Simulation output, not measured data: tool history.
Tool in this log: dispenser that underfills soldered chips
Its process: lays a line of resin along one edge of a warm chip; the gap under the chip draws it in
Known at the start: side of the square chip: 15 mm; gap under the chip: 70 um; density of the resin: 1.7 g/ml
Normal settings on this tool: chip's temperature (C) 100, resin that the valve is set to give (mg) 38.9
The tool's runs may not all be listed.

run  hour  chip's temperature (C)  resin that the valve is set to give (mg)  time until the resin shows at the far edge (s)  resin that the valve gave (mg)
  1     0                     100                                      38.9                                           227.9                           38.57
      1.4  -- new syringe of resin
  2   4.3                     100                                      38.9                                           168.6                           38.49
  3    10                     100                                      42.1                                           195.7                           42.06
     16.5  -- new syringe of resin
  4  16.6                     100                                      42.1                                           157.3                              42
  5  23.6                     100                                      42.1                                             188                           41.76
  6  27.5                      96                                      38.9                                             244                           38.25
     31.8  -- new syringe of resin
  7  35.4                     100                                      43.7                                           173.3                           42.53
  8  41.9                     100                                      43.7                                           204.5                           42.39
     47.1  -- new syringe of resin
  9  49.8                     100                                      43.7                                             171                           42.67
 10  57.1                      88                                      34.2                                           338.4                           33.07

Forecast run 11:
     62.3  -- new syringe of resin
 11  65.3                      88                                      34.2                                               ?                               ?

time until the resin shows at the far edge (s): 280.5
resin that the valve gave (mg): 33.17
Had the tool carried no hidden state, the very same run would have given time until the resin shows at the far edge (s) 254.2, resin that the valve gave (mg) 34.25.
